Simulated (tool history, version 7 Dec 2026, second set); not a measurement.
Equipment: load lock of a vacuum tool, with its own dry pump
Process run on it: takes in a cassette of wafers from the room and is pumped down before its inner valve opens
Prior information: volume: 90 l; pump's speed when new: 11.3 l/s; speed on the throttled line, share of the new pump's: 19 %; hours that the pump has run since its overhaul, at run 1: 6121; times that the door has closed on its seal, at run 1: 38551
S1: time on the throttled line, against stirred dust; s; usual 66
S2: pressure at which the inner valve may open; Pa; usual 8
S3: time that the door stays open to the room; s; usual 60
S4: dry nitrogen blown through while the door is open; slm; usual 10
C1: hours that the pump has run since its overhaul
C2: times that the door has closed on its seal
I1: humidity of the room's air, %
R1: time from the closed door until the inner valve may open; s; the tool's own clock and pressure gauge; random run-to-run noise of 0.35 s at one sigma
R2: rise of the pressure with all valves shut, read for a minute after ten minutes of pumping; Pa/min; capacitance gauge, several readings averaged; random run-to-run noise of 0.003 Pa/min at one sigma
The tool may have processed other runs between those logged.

Run 1, day 0: usual settings; C1 6121; C2 38551; I1 42. Result: R1 132.4 s, R2 0.237 Pa/min.
Run 2, day 7.354: usual settings but S3 30 s; C1 6297; C2 39180; I1 45.6. Result: R1 132.9 s, R2 0.243 Pa/min.
Run 3, day 14.642: usual settings but S2 6 Pa; C1 6472; C2 39804; I1 46.3. Result: R1 134.8 s, R2 0.264 Pa/min.
Run 4, day 21.429: usual settings but S2 9 Pa; C1 6635; C2 40386; I1 42.4. Result: R1 131.9 s, R2 0.26 Pa/min.
Run 5, day 26.954: usual settings but S2 9 Pa; C1 6768; C2 40859; I1 44.1. Result: R1 132 s, R2 0.26 Pa/min.
Run 6, day 33.35: usual settings but S4 8 slm; C1 6921; C2 41406; I1 45.6. Result: R1 133.1 s, R2 0.262 Pa/min.
Run 7, day 38.104: usual settings; C1 7035; C2 41814; I1 47.2. Result: R1 132.7 s, R2 0.264 Pa/min.
Run 8, day 47.275: usual settings; C1 7255; C2 42599; I1 44.5. Result: R1 132.6 s, R2 0.282 Pa/min.
Run 9, day 51.096: usual settings; C1 7347; C2 42926; I1 43.7. Result: R1 133 s, R2 0.286 Pa/min.
Run 10, day 58.258: usual settings; C1 7519; C2 43540; I1 42.3. Result: R1 133.4 s, R2 0.287 Pa/min.
Run 11, day 64.254: usual settings but S1 42 s; C1 7663; C2 44053; I1 45.5. Result: R1 114.5 s, R2 0.299 Pa/min.
Run 12, day 73.346: usual settings but S1 42 s; C1 7881; C2 44832; I1 44. Result: R1 114.5 s, R2 0.296 Pa/min.
Run 13, day 80.838: usual settings but S1 42 s; C1 8061; C2 45473; I1 48.1. Result: R1 114.4 s, R2 0.311 Pa/min.
Run 14, day 88.8: usual settings but S1 42 s, S3 165 s; C1 8252; C2 46155; I1 46.2. Result: R1 114.6 s, R2 0.346 Pa/min.
Run 15, day 93.738: usual settings; C1 8370; C2 46578; I1 46.1. Result: R1 134.1 s, R2 0.327 Pa/min.
Run 16, day 99.746: usual settings but S4 17 slm; C1 8515; C2 47093; I1 43.7. Result: R1 133.7 s, R2 0.331 Pa/min.
Run 17, day 104.754: usual settings but S4 17 slm; C1 8635; C2 47522; I1 45.1. Result: R1 134 s, R2 0.334 Pa/min.
Run 18, day 112.55: usual settings but S2 11 Pa; C1 8822; C2 48189; I1 45.3. Result: R1 131 s, R2 0.344 Pa/min.
Run 19, day 116.758: usual settings but S1 107 s, S2 7 Pa, S3 31 s, S4 4 slm; C1 8923; C2 48549; I1 44.3. Result: R1 167.4 s, R2 0.34 Pa/min.
At day 123.062: door's seal changed, seat wiped.
Run 20, day 123.062: usual settings but S1 107 s, S2 7 Pa, S3 31 s, S4 4 slm; C1 9073; C2 0; I1 43.7. Result: R1 167.4 s, R2 0.019 Pa/min.
Run 21, day 129.392: usual settings but S1 107 s, S2 11 Pa, S3 31 s, S4 4 slm; C1 9225; C2 542; I1 42.1. Result: R1 164.1 s, R2 0.02 Pa/min.
Run 22, day 133.321: usual settings but S1 107 s, S2 7 Pa, S3 116 s, S4 6 slm; C1 9319; C2 878; I1 43.6. Result: R1 168.1 s, R2 0.046 Pa/min.
Run 23, day 138.138: usual settings but S1 107 s, S2 7 Pa, S3 116 s, S4 6 slm; C1 9435; C2 1291; I1 44.6. Result: R1 168.4 s, R2 0.042 Pa/min.
Run 24, day 143.25: usual settings but S1 107 s, S2 12 Pa, S3 116 s, S4 5 slm; C1 9557; C2 1729; I1 41.6. Result: R1 163 s, R2 0.045 Pa/min.
Run 25, day 148.325: usual settings but S1 107 s, S2 12 Pa, S3 116 s, S4 5 slm; C1 9679; C2 2164; I1 46.2. Result: R1 163.6 s, R2 0.044 Pa/min.
Run 26, day 153.733: usual settings but S1 107 s, S2 12 Pa, S3 116 s, S4 5 slm; C1 9809; C2 2627; I1 39.2. Result: R1 163.3 s, R2 0.045 Pa/min.
Run 27, day 161.046: usual settings but S1 107 s, S2 12 Pa, S3 116 s, S4 5 slm; C1 9984; C2 3253; I1 45.4. Result: R1 162.5 s, R2 0.051 Pa/min.
Run 28, day 166.825: usual settings but S1 49 s, S2 10 Pa, S4 25 slm; C1 10123; C2 3748; I1 44.2. Result: R1 119.4 s, R2 0.022 Pa/min.
Run 29, day 171.275: usual settings but S1 49 s, S2 10 Pa, S4 25 slm; C1 10230; C2 4129; I1 47.8. Result: R1 119.6 s, R2 0.025 Pa/min.
Run 30, day 176.333: usual settings but S1 35 s, S2 10 Pa, S3 79 s, S4 4 slm; C1 10351; C2 4562; I1 44.9. Result: R1 108.3 s, R2 0.042 Pa/min.
Run 31, day 183.779: usual settings but S1 124 s, S2 10 Pa, S4 11 slm; C1 10530; C2 5200; I1 45.9. Result: R1 178.5 s, R2 0.033 Pa/min.
Run 32, day 191.096: usual settings but S1 124 s, S2 10 Pa, S4 29 slm; C1 10706; C2 5826; I1 45.3. Result: R1 177.7 s, R2 0.029 Pa/min.

5 ways to go on from here, each from the tool as it stands after run 32. What would each give?
Run A, day 194.858: usual settings but S2 10 Pa; C1 10796; C2 6148; I1 47.7. Result: R1 ?, R2 ?.
Run B, day 194.858: usual settings but S1 124 s, S2 10 Pa, S3 31 s, S4 29 slm; C1 10796; C2 6148; I1 44. Result: R1 ?, R2 ?.
Run C, day 194.858: usual settings but S1 35 s, S2 10 Pa, S4 29 slm; C1 10796; C2 6148; I1 40.2. Result: R1 ?, R2 ?.
Run D, day 194.858: usual settings but S1 40 s, S3 212 s; C1 10796; C2 6148; I1 42. Result: R1 ?, R2 ?.
Run E, day 194.858: usual settings but S1 124 s, S4 7 slm; C1 10796; C2 6148; I1 43.5. Result: R1 ?, R2 ?.

run     R1     R2
  A  133.6  0.031
  B  179.2  0.023
  C  108.6  0.022
  D  115.1  0.066
  E  180.7  0.033
With the hidden condition removed and each run's random variation left untouched, the same runs would have given:
run     R1     R2
  A    128  0.015
  B  174.6  0.007
  C  102.2  0.006
  D  108.6  0.049
  E  175.9  0.017
